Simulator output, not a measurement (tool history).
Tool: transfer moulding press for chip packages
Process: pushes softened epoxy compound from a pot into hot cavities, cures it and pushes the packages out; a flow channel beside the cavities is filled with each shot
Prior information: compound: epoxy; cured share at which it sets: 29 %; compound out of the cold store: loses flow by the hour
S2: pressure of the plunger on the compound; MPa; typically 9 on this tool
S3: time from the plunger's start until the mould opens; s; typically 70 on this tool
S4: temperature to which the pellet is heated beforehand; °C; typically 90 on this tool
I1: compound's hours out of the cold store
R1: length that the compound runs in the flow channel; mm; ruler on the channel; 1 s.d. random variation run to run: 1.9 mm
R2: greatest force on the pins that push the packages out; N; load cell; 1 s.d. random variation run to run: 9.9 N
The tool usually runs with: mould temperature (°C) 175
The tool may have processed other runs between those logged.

Run 1, hour 0: usual settings; I1 20.5. Result: R1 617 mm, R2 448 N.
Run 2, hour 17.7: usual settings; I1 16.2. Result: R1 632 mm, R2 467 N.
Run 3, hour 32: usual settings; I1 28. Result: R1 590 mm, R2 429 N.
Run 4, hour 46.1: usual settings; I1 37.3. Result: R1 563 mm, R2 457 N.
Run 5, hour 63.6: usual settings; I1 47.2. Result: R1 531 mm, R2 438 N.
Run 6, hour 79.6: usual settings; I1 27.2. Result: R1 598 mm, R2 453 N.
At hour 87.8: cavities cleaned with cleaning compound and waxed.
Run 7, hour 96.5: usual settings but mould temperature (°C) 171; I1 40.5. Result: R1 556 mm, R2 501 N.
Run 8, hour 113.2: usual settings but mould temperature (°C) 178; I1 26. Result: R1 595 mm, R2 412 N.
Run 9, hour 129.4: usual settings; I1 31.3. Result: R1 579 mm, R2 437 N.
Run 10, hour 147.1: usual settings; I1 27.2. Result: R1 594 mm, R2 462 N.
Run 11, hour 160.6: usual settings; I1 37.4. Result: R1 557 mm, R2 439 N.
Run 12, hour 180.1: usual settings; I1 23.4. Result: R1 609 mm, R2 475 N.
Run 13, hour 192.7: usual settings; I1 32. Result: R1 578 mm, R2 443 N.
At hour 201.7: cavities cleaned with cleaning compound and waxed.
Run 14, hour 209: usual settings but S4 95 °C; I1 27.8. Result: R1 594 mm, R2 420 N.
Run 15, hour 224.3: usual settings but S4 95 °C; I1 15.2. Result: R1 637 mm, R2 449 N.
Run 16, hour 236.7: usual settings but mould temperature (°C) 167, S4 98 °C; I1 10.6. Result: R1 671 mm, R2 742 N.
At hour 243.9: plunger's sealing rings changed.
Run 17, hour 248.7: usual settings but mould temperature (°C) 167, S2 9.19 MPa, S4 89 °C; I1 21.9. Result: R1 636 mm, R2 717 N.
Run 18, hour 263.6: usual settings but mould temperature (°C) 182, S2 7.89 MPa, S3 87 s, S4 87 °C; I1 41.1. Result: R1 505 mm, R2 386 N.
Run 19, hour 282.4: usual settings but S2 10.41 MPa, S4 96 °C; I1 16.6. Result: R1 679 mm, R2 442 N.
Run 20, hour 299.4: usual settings but S2 10.41 MPa, S4 96 °C; I1 30.3. Result: R1 628 mm, R2 445 N.
Run 21, hour 308.5: usual settings but mould temperature (°C) 170, S2 9.44 MPa, S3 71 s, S4 97 °C; I1 12. Result: R1 679 mm, R2 580 N.
At hour 318.5: cavities cleaned with cleaning compound and waxed.
Run 22, hour 323.4: usual settings but mould temperature (°C) 182, S2 6.9 MPa, S3 53 s, S4 97 °C; I1 15.5. Result: R1 547 mm, R2 495 N.
Run 23, hour 338.6: usual settings but mould temperature (°C) 182, S2 6.9 MPa, S3 53 s, S4 97 °C; I1 8.5. Result: R1 566 mm, R2 528 N.
Run 24, hour 348: usual settings but S2 8.41 MPa, S4 98 °C; I1 12.8. Result: R1 627 mm, R2 449 N.
Run 25, hour 362.9: usual settings but mould temperature (°C) 173, S4 95 °C; I1 15.3. Result: R1 640 mm, R2 497 N.

4 options for the next run, each taken on its own from the tool as it stands now. Forecast them:
Run A, hour 376: usual settings but mould temperature (°C) 173, S2 10.15 MPa, S4 93 °C; I1 25.8. Result: R1 ?, R2 ?.
Run B, hour 376: usual settings but S3 93 s, S4 93 °C; I1 16.3. Result: R1 ?, R2 ?.
Run C, hour 376: usual settings but mould temperature (°C) 173, S3 54 s, S4 95 °C; I1 28. Result: R1 ?, R2 ?.
Run D, hour 376: usual settings but mould temperature (°C) 178, S2 6.95 MPa; I1 12.2. Result: R1 ?, R2 ?.

run   R1   R2
  A  642  488
  B  635  404
  C  593  784
  D  566  422
With no hidden state in the tool, these same runs would have given:
run   R1   R2
  A  642  481
  B  635  398
  C  593  773
  D  566  416
